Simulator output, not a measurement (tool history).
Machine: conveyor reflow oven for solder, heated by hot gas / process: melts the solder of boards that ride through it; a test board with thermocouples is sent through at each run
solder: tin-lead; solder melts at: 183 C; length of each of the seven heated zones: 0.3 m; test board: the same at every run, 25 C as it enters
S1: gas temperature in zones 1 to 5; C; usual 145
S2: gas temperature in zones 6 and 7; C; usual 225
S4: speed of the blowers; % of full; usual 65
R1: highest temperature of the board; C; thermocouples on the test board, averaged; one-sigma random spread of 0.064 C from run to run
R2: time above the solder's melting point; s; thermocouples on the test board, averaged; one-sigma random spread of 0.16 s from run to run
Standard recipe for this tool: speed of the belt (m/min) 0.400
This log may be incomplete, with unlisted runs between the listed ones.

run 1 hour=0.0 | S1=145 S2=225 speed_of_the_belt_(m/min)=0.400 S4=65 | R1=207.99 R2=59.8
run 2 hour=18.3 | S1=132 S2=225 speed_of_the_belt_(m/min)=0.400 S4=65 | R1=205.03 R2=50.1
run 3 hour=50.1 | S1=145 S2=225 speed_of_the_belt_(m/min)=0.400 S4=89 | R1=213.15 R2=67.3
run 4 hour=67.2 | S1=145 S2=225 speed_of_the_belt_(m/min)=0.400 S4=65 | R1=207.72 R2=59.2
run 5 hour=100.8 | S1=145 S2=225 speed_of_the_belt_(m/min)=0.400 S4=65 | R1=207.83 R2=59.5
run 6 hour=122.7 | S1=145 S2=225 speed_of_the_belt_(m/min)=0.400 S4=65 | R1=207.73 R2=59.4
run 7 hour=142.3 | S1=145 S2=227 speed_of_the_belt_(m/min)=0.400 S4=65 | R1=209.27 R2=61.5
run 8 hour=161.5 | S1=145 S2=225 speed_of_the_belt_(m/min)=0.400 S4=90 | R1=213.03 R2=67.1
run 9 hour=186.5 | S1=145 S2=225 speed_of_the_belt_(m/min)=0.400 S4=65 | R1=209.19 R2=61.6
run 10 hour=216.6 | S1=145 S2=225 speed_of_the_belt_(m/min)=0.400 S4=63 | R1=208.60 R2=60.6
run 11 hour=256.1 | S1=145 S2=225 speed_of_the_belt_(m/min)=0.400 S4=63 | R1=208.51 R2=60.6
run 12 hour=294.7 | S1=145 S2=225 speed_of_the_belt_(m/min)=0.400 S4=63 | R1=208.42 R2=60.4
run 13 hour=325.3 | S1=145 S2=225 speed_of_the_belt_(m/min)=0.400 S4=63 | R1=208.58 R2=60.2
run 14 hour=344.1 | S1=145 S2=225 speed_of_the_belt_(m/min)=0.400 S4=65 | R1=209.02 R2=61.4
run 15 hour=381.3 | S1=145 S2=225 speed_of_the_belt_(m/min)=0.400 S4=65 | R1=209.00 R2=61.2
run 16 hour=404.0 | S1=145 S2=225 speed_of_the_belt_(m/min)=0.320 S4=89 | R1=219.07 R2=93.2
run 17 hour=433.7 | S1=148 S2=225 speed_of_the_belt_(m/min)=0.349 S4=89 | R1=215.51 R2=83.0
run 18 hour=453.2 | S1=148 S2=225 speed_of_the_belt_(m/min)=0.349 S4=89 | R1=215.56 R2=83.0
run 19 hour=488.9 | S1=145 S2=238 speed_of_the_belt_(m/min)=0.400 S4=67 | R1=218.12 R2=70.6
run 20 hour=526.5 | S1=153 S2=238 speed_of_the_belt_(m/min)=0.321 S4=85 | R1=229.14 R2=104.4
run 21 hour=543.5 | S1=141 S2=239 speed_of_the_belt_(m/min)=0.413 S4=65 | R1=216.14 R2=64.5
run 22 hour=560.3 | S1=141 S2=239 speed_of_the_belt_(m/min)=0.413 S4=65 | R1=216.04 R2=64.4
run 23 hour=595.7 | S1=141 S2=239 speed_of_the_belt_(m/min)=0.413 S4=65 | R1=215.91 R2=64.4
run 24 hour=630.7 | S1=141 S2=239 speed_of_the_belt_(m/min)=0.413 S4=65 | R1=215.80 R2=64.1
run 25 hour=655.9 | S1=141 S2=239 speed_of_the_belt_(m/min)=0.407 S4=87 | R1=223.98 R2=73.3
run 26 hour=679.0 | S1=141 S2=239 speed_of_the_belt_(m/min)=0.407 S4=87 | R1=223.95 R2=73.5
run 27 hour=704.2 | S1=145 S2=235 speed_of_the_belt_(m/min)=0.469 S4=65 | R1=210.32 R2=52.2
run 28 hour=743.1 | S1=148 S2=227 speed_of_the_belt_(m/min)=0.400 S4=75 | R1=212.32 R2=67.8
run 29 hour=778.3 | S1=148 S2=227 speed_of_the_belt_(m/min)=0.400 S4=75 | R1=212.44 R2=67.6
run 30 hour=799.1 | S1=145 S2=225 speed_of_the_belt_(m/min)=0.400 S4=73 | R1=209.66 R2=62.9

Put back what was entered between runs (3 entries, withheld): which listed runs does each sit between, and how does the hidden state differ from the listed run before to the listed run after?
Between runs 8 and 9: flux residue cleaned out of gas plates and filters (hour 184.1)
  heat that the gas passes to the board, % of a clean oven's: 92.7 -> 99.8; belt's true speed, % of the reading: 99.67 -> 99.65; true gas temperature in zones 6 and 7 over the reading, C: 1.59 -> 1.62
  difference, measured minus the result without the unlogged condition, R1: -0.31 -> +1.40 C; R2: -0.8 -> +1.8 s
Between runs 16 and 17: thermocouples of zones 6 and 7 changed (hour 418.2)
  heat that the gas passes to the board, % of a clean oven's: 96.3 -> 95.8; belt's true speed, % of the reading: 99.48 -> 99.46; true gas temperature in zones 6 and 7 over the reading, C: 1.97 -> -0.36
  difference, measured minus the result without the unlogged condition, R1: +1.29 -> -1.01 C; R2: +1.3 -> -0.8 s
Between runs 24 and 25: flux residue cleaned out of gas plates and filters (hour 641.0)
  heat that the gas passes to the board, % of a clean oven's: 92.6 -> 98.9; belt's true speed, % of the reading: 99.3 -> 99.29; true gas temperature in zones 6 and 7 over the reading, C: -0.04 -> 0
  difference, measured minus the result without the unlogged condition, R1: -1.78 -> -0.08 C; R2: -1.5 -> +0.4 s

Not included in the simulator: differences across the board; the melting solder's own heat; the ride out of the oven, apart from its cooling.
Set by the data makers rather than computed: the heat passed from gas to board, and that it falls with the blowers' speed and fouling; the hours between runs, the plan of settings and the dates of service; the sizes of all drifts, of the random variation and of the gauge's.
